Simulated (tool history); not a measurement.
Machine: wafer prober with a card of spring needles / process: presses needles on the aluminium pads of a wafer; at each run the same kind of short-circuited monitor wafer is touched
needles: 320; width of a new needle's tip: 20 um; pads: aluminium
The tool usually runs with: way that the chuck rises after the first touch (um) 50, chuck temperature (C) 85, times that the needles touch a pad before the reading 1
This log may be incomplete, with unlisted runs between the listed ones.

run	hour	way that the chuck rises after the first touch (um)	chuck temperature (C)	times that the needles touch a pad before the reading	resistance of one needle with its contact and lead (mohm)	way that a needle slides on the pad (um)
1	0.0	50	85	1	287	11.43
# hour 2.6: tips cleaned on abrasive film
# hour 8.6: tips cleaned on abrasive film
2	12.9	50	85	1	290	11.47
# hour 15.4: tips cleaned on abrasive film
# hour 21.7: tips cleaned on abrasive film
3	21.7	50	85	1	180	11.49
# hour 28.2: tips cleaned on abrasive film
4	30.2	50	85	1	242	11.34
# hour 34.8: tips cleaned on abrasive film
# hour 40.9: tips cleaned on abrasive film
5	43.3	50	85	1	242	11.31
# hour 48.0: tips cleaned on abrasive film
# hour 54.9: tips cleaned on abrasive film
6	57.7	50	85	1	276	11.31
# hour 61.0: tips cleaned on abrasive film
# hour 67.5: tips cleaned on abrasive film
7	70.8	50	62	1	292	11.17
# hour 74.1: tips cleaned on abrasive film
# hour 80.5: tips cleaned on abrasive film
8	81.4	50	62	1	211	11.19
# hour 87.2: tips cleaned on abrasive film
# hour 94.2: tips cleaned on abrasive film
9	95.6	33	33	2	270	7.18
# hour 100.4: tips cleaned on abrasive film
10	103.9	36	85	3	269	7.84
# hour 106.9: tips cleaned on abrasive film
11	111.6	36	85	3	294	7.78
# hour 113.5: tips cleaned on abrasive film
# hour 119.7: tips cleaned on abrasive film
# hour 122.0: height of the first contact set anew
12	123.0	36	26	2	295	8.49
# hour 126.6: tips cleaned on abrasive film
13	130.4	36	26	2	320	8.38
# hour 133.7: tips cleaned on abrasive film
14	138.9	38	29	1	457	8.87

Alternative continuations, all from the tool just after run 14; predict every row:
# hour 140.0: tips cleaned on abrasive film
# hour 146.9: tips cleaned on abrasive film
A	149.9	62	29	3	?	?
# hour 140.0: tips cleaned on abrasive film
# hour 146.9: tips cleaned on abrasive film
B	149.9	31	61	1	?	?
# hour 140.0: tips cleaned on abrasive film
# hour 146.9: tips cleaned on abrasive film
C	149.9	38	30	1	?	?
# hour 140.0: tips cleaned on abrasive film
# hour 146.9: tips cleaned on abrasive film
D	149.9	34	48	2	?	?
# hour 140.0: tips cleaned on abrasive film
# hour 146.9: tips cleaned on abrasive film
E	149.9	41	96	2	?	?

run	resistance of one needle with its contact and lead (mohm)	way that a needle slides on the pad (um)
A	179	14.45
B	462	7.13
C	366	8.87
D	322	7.84
E	268	9.58
Without the tool's unlogged condition, the same runs would have read:
run	resistance of one needle with its contact and lead (mohm)	way that a needle slides on the pad (um)
A	148	14.54
B	169	7.22
C	157	8.96
D	167	7.93
E	169	9.67

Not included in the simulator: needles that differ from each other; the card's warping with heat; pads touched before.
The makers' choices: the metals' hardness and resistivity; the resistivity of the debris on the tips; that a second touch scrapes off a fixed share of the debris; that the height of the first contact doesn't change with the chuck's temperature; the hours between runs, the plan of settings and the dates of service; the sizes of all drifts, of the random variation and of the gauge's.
